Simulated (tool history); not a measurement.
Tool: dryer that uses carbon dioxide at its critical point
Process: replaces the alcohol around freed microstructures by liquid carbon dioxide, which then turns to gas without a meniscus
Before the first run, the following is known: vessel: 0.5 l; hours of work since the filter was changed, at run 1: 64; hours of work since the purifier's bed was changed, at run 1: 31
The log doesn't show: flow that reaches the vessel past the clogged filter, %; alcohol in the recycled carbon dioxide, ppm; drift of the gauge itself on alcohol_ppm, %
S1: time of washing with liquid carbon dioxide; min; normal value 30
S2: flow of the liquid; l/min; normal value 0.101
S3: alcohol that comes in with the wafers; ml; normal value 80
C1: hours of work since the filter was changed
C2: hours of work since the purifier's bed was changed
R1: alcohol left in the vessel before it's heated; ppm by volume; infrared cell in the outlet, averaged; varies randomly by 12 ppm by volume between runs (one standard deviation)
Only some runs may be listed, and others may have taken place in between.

{"run": 1, "day": 0.0, "S1": 30, "S2": 0.101, "S3": 80, "C1": 64, "C2": 31, "R1": 836}
{"run": 2, "day": 0.379, "S1": 30, "S2": 0.101, "S3": 25, "C1": 68, "C2": 35, "R1": 276}
{"run": 3, "day": 0.808, "S1": 30, "S2": 0.101, "S3": 25, "C1": 73, "C2": 40, "R1": 274}
{"run": 4, "day": 1.008, "S1": 30, "S2": 0.101, "S3": 25, "C1": 75, "C2": 42, "R1": 279}
{"run": 5, "day": 1.354, "S1": 30, "S2": 0.101, "S3": 25, "C1": 79, "C2": 46, "R1": 280}
{"run": 6, "day": 1.558, "S1": 30, "S2": 0.107, "S3": 25, "C1": 81, "C2": 48, "R1": 201}
{"run": 7, "day": 1.883, "S1": 30, "S2": 0.107, "S3": 25, "C1": 85, "C2": 51, "R1": 214}
{"run": 8, "day": 2.067, "S1": 30, "S2": 0.107, "S3": 25, "C1": 87, "C2": 53, "R1": 212}
{"run": 9, "day": 2.383, "S1": 30, "S2": 0.107, "S3": 38, "C1": 90, "C2": 57, "R1": 311}
{"run": 10, "day": 2.738, "S1": 30, "S2": 0.107, "S3": 38, "C1": 94, "C2": 61, "R1": 313}
{"run": 11, "day": 3.117, "S1": 30, "S2": 0.107, "S3": 38, "C1": 98, "C2": 65, "R1": 318}
{"run": 12, "day": 3.325, "S1": 30, "S2": 0.107, "S3": 38, "C1": 101, "C2": 67, "R1": 332}
{"run": 13, "day": 3.558, "S1": 30, "S2": 0.107, "S3": 38, "C1": 103, "C2": 70, "R1": 334}
{"run": 14, "day": 3.821, "S1": 25, "S2": 0.107, "S3": 38, "C1": 106, "C2": 73, "R1": 794}
{"run": 15, "day": 4.004, "S1": 31, "S2": 0.107, "S3": 33, "C1": 108, "C2": 75, "R1": 244}
{"run": 16, "day": 4.383, "S1": 27, "S2": 0.097, "S3": 23, "C1": 112, "C2": 79, "R1": 545}
{"run": 17, "day": 4.558, "S1": 27, "S2": 0.097, "S3": 23, "C1": 114, "C2": 81, "R1": 545}
{"run": 18, "day": 4.938, "S1": 30, "S2": 0.101, "S3": 98, "C1": 119, "C2": 85, "R1": 1151}
{"run": 19, "day": 5.25, "S1": 36, "S2": 0.087, "S3": 26, "C1": 122, "C2": 89, "R1": 277}

Alternative continuations, all from the tool just after run 19; predict every row:
{"run": "A", "day": 5.558, "S1": 28, "S2": 0.087, "S3": 26, "C1": 126, "C2": 92, "R1": "?"}
{"run": "B", "day": 5.558, "S1": 36, "S2": 0.084, "S3": 58, "C1": 126, "C2": 92, "R1": "?"}
{"run": "C", "day": 5.558, "S1": 36, "S2": 0.087, "S3": 20, "C1": 126, "C2": 92, "R1": "?"}
{"run": "D", "day": 5.558, "S1": 34, "S2": 0.115, "S3": 36, "C1": 126, "C2": 92, "R1": "?"}
{"run": "E", "day": 5.558, "S1": 23, "S2": 0.147, "S3": 28, "C1": 126, "C2": 92, "R1": "?"}

run=A R1=836
run=B R1=685
run=C R1=210
run=D R1=119
run=E R1=205
With the hidden condition removed and each run's random variation left untouched, the same runs would have given:
run=A R1=701
run=B R1=551
run=C R1=153
run=D R1=75
run=E R1=150

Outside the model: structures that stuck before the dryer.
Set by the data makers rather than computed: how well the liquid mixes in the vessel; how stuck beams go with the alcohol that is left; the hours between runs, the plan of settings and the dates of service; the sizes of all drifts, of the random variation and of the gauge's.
